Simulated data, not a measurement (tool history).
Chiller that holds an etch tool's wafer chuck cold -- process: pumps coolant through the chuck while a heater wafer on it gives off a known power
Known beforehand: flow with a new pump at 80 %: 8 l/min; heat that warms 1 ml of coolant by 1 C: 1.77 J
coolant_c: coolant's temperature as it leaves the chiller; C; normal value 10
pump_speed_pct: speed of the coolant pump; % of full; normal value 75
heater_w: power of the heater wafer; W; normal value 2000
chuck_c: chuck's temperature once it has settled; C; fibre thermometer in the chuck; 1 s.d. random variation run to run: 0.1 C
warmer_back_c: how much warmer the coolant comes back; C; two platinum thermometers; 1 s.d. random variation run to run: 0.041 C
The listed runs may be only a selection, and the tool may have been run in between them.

{"run": 1, "hour": 0.0, "coolant_c": 10, "pump_speed_pct": 75, "heater_w": 2000, "chuck_c": 39.4, "warmer_back_c": 9.34}
{"run": 2, "hour": 79.8, "coolant_c": 10, "pump_speed_pct": 79, "heater_w": 2000, "chuck_c": 38.1, "warmer_back_c": 8.73}
{"run": 3, "hour": 180.0, "coolant_c": 10, "pump_speed_pct": 79, "heater_w": 2000, "chuck_c": 38.1, "warmer_back_c": 8.78}
{"run": 4, "hour": 250.1, "coolant_c": 10, "pump_speed_pct": 79, "heater_w": 2000, "chuck_c": 38.1, "warmer_back_c": 8.78}
{"run": 5, "hour": 333.7, "coolant_c": 10, "pump_speed_pct": 79, "heater_w": 2000, "chuck_c": 38.5, "warmer_back_c": 8.82}
{"run": 6, "hour": 458.8, "coolant_c": 10, "pump_speed_pct": 75, "heater_w": 2000, "chuck_c": 39.8, "warmer_back_c": 9.42}
{"run": 7, "hour": 519.7, "coolant_c": 10, "pump_speed_pct": 75, "heater_w": 2000, "chuck_c": 39.8, "warmer_back_c": 9.4}
{"run": 8, "hour": 605.7, "coolant_c": 10, "pump_speed_pct": 75, "heater_w": 2000, "chuck_c": 39.9, "warmer_back_c": 9.3}
{"run": 9, "hour": 704.1, "coolant_c": 10, "pump_speed_pct": 75, "heater_w": 2000, "chuck_c": 40.3, "warmer_back_c": 9.38}
{"run": 10, "hour": 788.9, "coolant_c": 10, "pump_speed_pct": 75, "heater_w": 2000, "chuck_c": 40.2, "warmer_back_c": 9.36}
{"run": 11, "hour": 916.0, "coolant_c": 10, "pump_speed_pct": 75, "heater_w": 2000, "chuck_c": 40.3, "warmer_back_c": 9.38}
{"run": 12, "hour": 982.0, "coolant_c": 6, "pump_speed_pct": 75, "heater_w": 2000, "chuck_c": 36.4, "warmer_back_c": 9.42}
{"run": 13, "hour": 1086.5, "coolant_c": 1, "pump_speed_pct": 75, "heater_w": 2000, "chuck_c": 31.8, "warmer_back_c": 9.39}
{"run": 14, "hour": 1145.0, "coolant_c": 10, "pump_speed_pct": 75, "heater_w": 2000, "chuck_c": 40.6, "warmer_back_c": 9.48}
{"run": 15, "hour": 1212.1, "coolant_c": 10, "pump_speed_pct": 75, "heater_w": 2000, "chuck_c": 40.7, "warmer_back_c": 9.45}
{"run": 16, "hour": 1287.6, "coolant_c": 10, "pump_speed_pct": 61, "heater_w": 2000, "chuck_c": 47.6, "warmer_back_c": 11.81}
{"run": 17, "hour": 1379.1, "coolant_c": 10, "pump_speed_pct": 61, "heater_w": 2000, "chuck_c": 47.7, "warmer_back_c": 11.87}
{"run": 18, "hour": 1478.9, "coolant_c": 10, "pump_speed_pct": 61, "heater_w": 2000, "chuck_c": 47.7, "warmer_back_c": 11.87}
{"run": 19, "hour": 1558.2, "coolant_c": 10, "pump_speed_pct": 70, "heater_w": 1615, "chuck_c": 36.7, "warmer_back_c": 8.19}
{"run": 20, "hour": 1663.5, "coolant_c": 1, "pump_speed_pct": 71, "heater_w": 2000, "chuck_c": 33.7, "warmer_back_c": 10.08}
{"run": 21, "hour": 1732.0, "coolant_c": 5, "pump_speed_pct": 89, "heater_w": 2612, "chuck_c": 39.7, "warmer_back_c": 10.28}
{"run": 22, "hour": 1821.9, "coolant_c": 5, "pump_speed_pct": 89, "heater_w": 2612, "chuck_c": 39.8, "warmer_back_c": 10.27}
{"run": 23, "hour": 1941.1, "coolant_c": 5, "pump_speed_pct": 89, "heater_w": 2612, "chuck_c": 39.9, "warmer_back_c": 10.36}
{"run": 24, "hour": 2059.9, "coolant_c": 5, "pump_speed_pct": 89, "heater_w": 2612, "chuck_c": 40.1, "warmer_back_c": 10.48}
{"run": 25, "hour": 2115.7, "coolant_c": 5, "pump_speed_pct": 89, "heater_w": 2612, "chuck_c": 40, "warmer_back_c": 10.41}
{"run": 26, "hour": 2212.9, "coolant_c": 5, "pump_speed_pct": 89, "heater_w": 2612, "chuck_c": 40.2, "warmer_back_c": 10.36}
{"run": 27, "hour": 2267.4, "coolant_c": 5, "pump_speed_pct": 89, "heater_w": 2612, "chuck_c": 40.2, "warmer_back_c": 10.41}
{"run": 28, "hour": 2328.2, "coolant_c": 5, "pump_speed_pct": 89, "heater_w": 2612, "chuck_c": 40.4, "warmer_back_c": 10.46}
{"run": 29, "hour": 2432.0, "coolant_c": 7, "pump_speed_pct": 89, "heater_w": 2612, "chuck_c": 42.7, "warmer_back_c": 10.42}
{"run": 30, "hour": 2519.4, "coolant_c": 7, "pump_speed_pct": 89, "heater_w": 2612, "chuck_c": 42.7, "warmer_back_c": 10.43}
{"run": 31, "hour": 2579.4, "coolant_c": 16, "pump_speed_pct": 86, "heater_w": 1868, "chuck_c": 42.3, "warmer_back_c": 7.74}
{"run": 32, "hour": 2669.0, "coolant_c": 16, "pump_speed_pct": 86, "heater_w": 1868, "chuck_c": 42.2, "warmer_back_c": 7.76}
{"run": 33, "hour": 2783.3, "coolant_c": 6, "pump_speed_pct": 70, "heater_w": 2000, "chuck_c": 40.4, "warmer_back_c": 10.45}

Here are 3 independent what-if runs from the current tool condition. What would each one return?
{"run": "A", "hour": 2911.0, "coolant_c": 9, "pump_speed_pct": 75, "heater_w": 1034, "chuck_c": "?", "warmer_back_c": "?"}
{"run": "B", "hour": 2911.0, "coolant_c": 13, "pump_speed_pct": 75, "heater_w": 1292, "chuck_c": "?", "warmer_back_c": "?"}
{"run": "C", "hour": 2911.0, "coolant_c": 11, "pump_speed_pct": 96, "heater_w": 2000, "chuck_c": "?", "warmer_back_c": "?"}

run=A chuck_c=25.6 warmer_back_c=4.93
run=B chuck_c=33.8 warmer_back_c=6.23
run=C chuck_c=36.5 warmer_back_c=7.36
What these runs would have given with no unlogged condition in the tool:
run=A chuck_c=22.7 warmer_back_c=4.62
run=B chuck_c=30 warmer_back_c=5.83
run=C chuck_c=31.7 warmer_back_c=6.9

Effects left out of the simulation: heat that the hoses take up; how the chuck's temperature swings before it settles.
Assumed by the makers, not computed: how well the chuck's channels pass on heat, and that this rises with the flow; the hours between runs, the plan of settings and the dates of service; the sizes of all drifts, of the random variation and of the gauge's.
